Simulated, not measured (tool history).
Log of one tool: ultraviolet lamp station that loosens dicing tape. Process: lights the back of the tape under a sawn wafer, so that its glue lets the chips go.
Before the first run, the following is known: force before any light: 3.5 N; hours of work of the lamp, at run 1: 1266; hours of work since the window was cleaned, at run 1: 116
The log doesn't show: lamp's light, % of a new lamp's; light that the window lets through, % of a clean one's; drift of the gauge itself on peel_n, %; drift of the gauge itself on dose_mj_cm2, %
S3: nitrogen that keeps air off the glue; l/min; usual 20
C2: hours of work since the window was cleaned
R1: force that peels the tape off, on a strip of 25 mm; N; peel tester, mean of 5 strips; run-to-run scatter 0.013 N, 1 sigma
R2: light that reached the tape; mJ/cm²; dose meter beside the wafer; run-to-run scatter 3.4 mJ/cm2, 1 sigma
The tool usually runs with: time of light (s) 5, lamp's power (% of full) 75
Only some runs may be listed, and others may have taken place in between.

run 1 hour=0 | time_of_light_(s)=5 lamp's_power_(%_of_full)=75 S3=20 | hours_of_work_of_the_lamp=1266 C2=116 | R1=0.96 R2=388
run 2 hour=50.6 | time_of_light_(s)=5 lamp's_power_(%_of_full)=75 S3=20 | hours_of_work_of_the_lamp=1293 C2=144 | R1=0.949 R2=379
run 3 hour=80 | time_of_light_(s)=5 lamp's_power_(%_of_full)=75 S3=20 | hours_of_work_of_the_lamp=1309 C2=159 | R1=0.954 R2=374
run 4 hour=135.9 | time_of_light_(s)=8 lamp's_power_(%_of_full)=75 S3=20 | hours_of_work_of_the_lamp=1339 C2=189 | R1=0.534 R2=590
run 5 hour=188.8 | time_of_light_(s)=8 lamp's_power_(%_of_full)=75 S3=21 | hours_of_work_of_the_lamp=1367 C2=218 | R1=0.555 R2=583
run 6 hour=227.5 | time_of_light_(s)=5 lamp's_power_(%_of_full)=75 S3=20 | hours_of_work_of_the_lamp=1388 C2=239 | R1=1.041 R2=357
run 7 hour=286.8 | time_of_light_(s)=5 lamp's_power_(%_of_full)=92 S3=20 | hours_of_work_of_the_lamp=1420 C2=270 | R1=0.809 R2=430
run 8 hour=328.2 | time_of_light_(s)=5 lamp's_power_(%_of_full)=92 S3=20 | hours_of_work_of_the_lamp=1442 C2=293 | R1=0.826 R2=419
run 9 hour=361.8 | time_of_light_(s)=5 lamp's_power_(%_of_full)=75 S3=20 | hours_of_work_of_the_lamp=1460 C2=311 | R1=1.117 R2=339
run 10 hour=404.8 | time_of_light_(s)=5 lamp's_power_(%_of_full)=75 S3=20 | hours_of_work_of_the_lamp=1483 C2=334 | R1=1.097 R2=336
run 11 hour=454.3 | time_of_light_(s)=5 lamp's_power_(%_of_full)=75 S3=20 | hours_of_work_of_the_lamp=1510 C2=360 | R1=1.11 R2=334
run 12 hour=492.3 | time_of_light_(s)=5 lamp's_power_(%_of_full)=75 S3=20 | hours_of_work_of_the_lamp=1530 C2=381 | R1=1.154 R2=329
run 13 hour=531.4 | time_of_light_(s)=5 lamp's_power_(%_of_full)=75 S3=20 | hours_of_work_of_the_lamp=1551 C2=402 | R1=1.127 R2=320
run 14 hour=577.4 | time_of_light_(s)=5 lamp's_power_(%_of_full)=75 S3=20 | hours_of_work_of_the_lamp=1576 C2=427 | R1=1.202 R2=315
run 15 hour=636 | time_of_light_(s)=5 lamp's_power_(%_of_full)=75 S3=20 | hours_of_work_of_the_lamp=1607 C2=458 | R1=1.158 R2=307
run 16 hour=691.4 | time_of_light_(s)=5 lamp's_power_(%_of_full)=75 S3=34 | hours_of_work_of_the_lamp=1637 C2=488 | R1=1.017 R2=298
run 17 hour=741.3 | time_of_light_(s)=5 lamp's_power_(%_of_full)=73 S3=34 | hours_of_work_of_the_lamp=1664 C2=515 | R1=1.07 R2=284
run 18 hour=777.7 | time_of_light_(s)=5 lamp's_power_(%_of_full)=73 S3=34 | hours_of_work_of_the_lamp=1683 C2=534 | R1=1.088 R2=280
run 19 hour=827 | time_of_light_(s)=2 lamp's_power_(%_of_full)=70 S3=20 | hours_of_work_of_the_lamp=1710 C2=561 | R1=2.332 R2=105
-- hour=836 window cleaned of glue's vapour
run 20 hour=866 | time_of_light_(s)=2 lamp's_power_(%_of_full)=70 S3=20 | hours_of_work_of_the_lamp=1731 C2=16 | R1=2.209 R2=128
-- hour=871.5 lamp changed
run 21 hour=908.5 | time_of_light_(s)=2 lamp's_power_(%_of_full)=70 S3=20 | hours_of_work_of_the_lamp=20 C2=38 | R1=1.671 R2=208
run 22 hour=958.9 | time_of_light_(s)=5 lamp's_power_(%_of_full)=88 S3=24 | hours_of_work_of_the_lamp=47 C2=65 | R1=0.427 R2=630
run 23 hour=990.6 | time_of_light_(s)=5 lamp's_power_(%_of_full)=88 S3=24 | hours_of_work_of_the_lamp=64 C2=83 | R1=0.451 R2=627
run 24 hour=1032 | time_of_light_(s)=5 lamp's_power_(%_of_full)=75 S3=33 | hours_of_work_of_the_lamp=86 C2=105 | R1=0.466 R2=523
run 25 hour=1083.5 | time_of_light_(s)=5 lamp's_power_(%_of_full)=76 S3=20 | hours_of_work_of_the_lamp=114 C2=132 | R1=0.621 R2=524
run 26 hour=1125 | time_of_light_(s)=3 lamp's_power_(%_of_full)=69 S3=8 | hours_of_work_of_the_lamp=136 C2=155 | R1=1.68 R2=283
run 27 hour=1168.9 | time_of_light_(s)=2 lamp's_power_(%_of_full)=96 S3=15 | hours_of_work_of_the_lamp=160 C2=178 | R1=1.617 R2=255
run 28 hour=1207.4 | time_of_light_(s)=2 lamp's_power_(%_of_full)=96 S3=15 | hours_of_work_of_the_lamp=180 C2=199 | R1=1.591 R2=258
run 29 hour=1252.7 | time_of_light_(s)=2 lamp's_power_(%_of_full)=96 S3=15 | hours_of_work_of_the_lamp=205 C2=223 | R1=1.595 R2=252
run 30 hour=1300.4 | time_of_light_(s)=3 lamp's_power_(%_of_full)=96 S3=6 | hours_of_work_of_the_lamp=230 C2=249 | R1=1.605 R2=377
run 31 hour=1336.2 | time_of_light_(s)=3 lamp's_power_(%_of_full)=63 S3=15 | hours_of_work_of_the_lamp=249 C2=268 | R1=1.596 R2=241
run 32 hour=1386.6 | time_of_light_(s)=5 lamp's_power_(%_of_full)=75 S3=33 | hours_of_work_of_the_lamp=277 C2=295 | R1=0.553 R2=472
run 33 hour=1414.9 | time_of_light_(s)=8 lamp's_power_(%_of_full)=89 S3=16 | hours_of_work_of_the_lamp=292 C2=310 | R1=0.308 R2=899
run 34 hour=1448.2 | time_of_light_(s)=8 lamp's_power_(%_of_full)=72 S3=39 | hours_of_work_of_the_lamp=310 C2=328 | R1=0.297 R2=712
run 35 hour=1478.7 | time_of_light_(s)=8 lamp's_power_(%_of_full)=61 S3=6 | hours_of_work_of_the_lamp=326 C2=345 | R1=0.998 R2=597

Consider 4 possible next runs. They are alternatives, not a sequence: every one starts from the tool as it was left by run 35. What does each give?
run A hour=1529.3 | time_of_light_(s)=2 lamp's_power_(%_of_full)=64 S3=8 | hours_of_work_of_the_lamp=353 C2=372 | R1=? R2=?
run B hour=1529.3 | time_of_light_(s)=2 lamp's_power_(%_of_full)=70 S3=6 | hours_of_work_of_the_lamp=353 C2=372 | R1=? R2=?
run C hour=1529.3 | time_of_light_(s)=5 lamp's_power_(%_of_full)=84 S3=11 | hours_of_work_of_the_lamp=353 C2=372 | R1=? R2=?
run D hour=1529.3 | time_of_light_(s)=5 lamp's_power_(%_of_full)=62 S3=20 | hours_of_work_of_the_lamp=353 C2=372 | R1=? R2=?

run=A R1=2.413 R2=152
run=B R1=2.316 R2=166
run=C R1=0.919 R2=502
run=D R1=0.983 R2=371
Without the tool's unlogged condition, the same runs would have read:
run=A R1=2.216 R2=188
run=B R1=2.132 R2=206
run=C R1=0.698 R2=621
run=D R1=0.756 R2=459

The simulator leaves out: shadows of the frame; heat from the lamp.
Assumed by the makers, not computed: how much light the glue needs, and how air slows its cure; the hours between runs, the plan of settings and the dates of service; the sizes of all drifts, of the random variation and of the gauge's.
